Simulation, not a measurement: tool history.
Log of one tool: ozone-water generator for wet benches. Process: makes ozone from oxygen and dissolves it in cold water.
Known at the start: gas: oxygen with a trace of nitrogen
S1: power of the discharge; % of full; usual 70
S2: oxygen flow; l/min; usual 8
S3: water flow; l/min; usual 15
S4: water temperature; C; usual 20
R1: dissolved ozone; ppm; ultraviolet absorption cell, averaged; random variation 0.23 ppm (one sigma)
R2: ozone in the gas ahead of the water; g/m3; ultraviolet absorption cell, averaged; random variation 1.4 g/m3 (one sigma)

| run | hour | S1 | S2 | S3 | S4 | R1 | R2 |
|---|---|---|---|---|---|---|---|
| 1 | 0 | 70 | 8 | 15 | 20 | 34.2 | 257 |
| 2 | 78.9 | 70 | 8 | 15 | 20 | 34.6 | 258.9 |
| 3 | 147.1 | 70 | 8 | 15 | 20 | 34.4 | 258.9 |
| 4 | 308.5 | 70 | 8 | 15 | 20 | 34.1 | 255.3 |
| 5 | 398.1 | 70 | 8 | 15 | 20 | 34.7 | 256.2 |
| 6 | 491.1 | 70 | 8 | 15 | 20 | 34.3 | 259.2 |
| 7 | 623.3 | 70 | 8 | 15 | 20 | 34.8 | 257 |
| 8 | 726.2 | 70 | 8 | 15 | 20 | 34.5 | 251.9 |
| 9 | 870 | 70 | 8 | 15 | 20 | 34.4 | 255.6 |
| 10 | 961.2 | 70 | 8 | 15 | 14 | 38.8 | 257.2 |
| 11 | 1084.8 | 70 | 8 | 15 | 14 | 38.8 | 256.3 |
| 12 | 1159.5 | 70 | 8 | 15 | 20 | 33.9 | 252.7 |
| 13 | 1292.3 | 70 | 8 | 15 | 20 | 34.4 | 255.6 |

Run 14 comes next. What will it give?
| 14 | 1406.3 | 70 | 8 | 15 | 20 | ? | ? |

Run 14 gave R1 34.3 ppm, R2 252.9 g/m3.
Without the tool's hidden state the same run would have given R1 34.4 ppm, R2 256.7 g/m3.
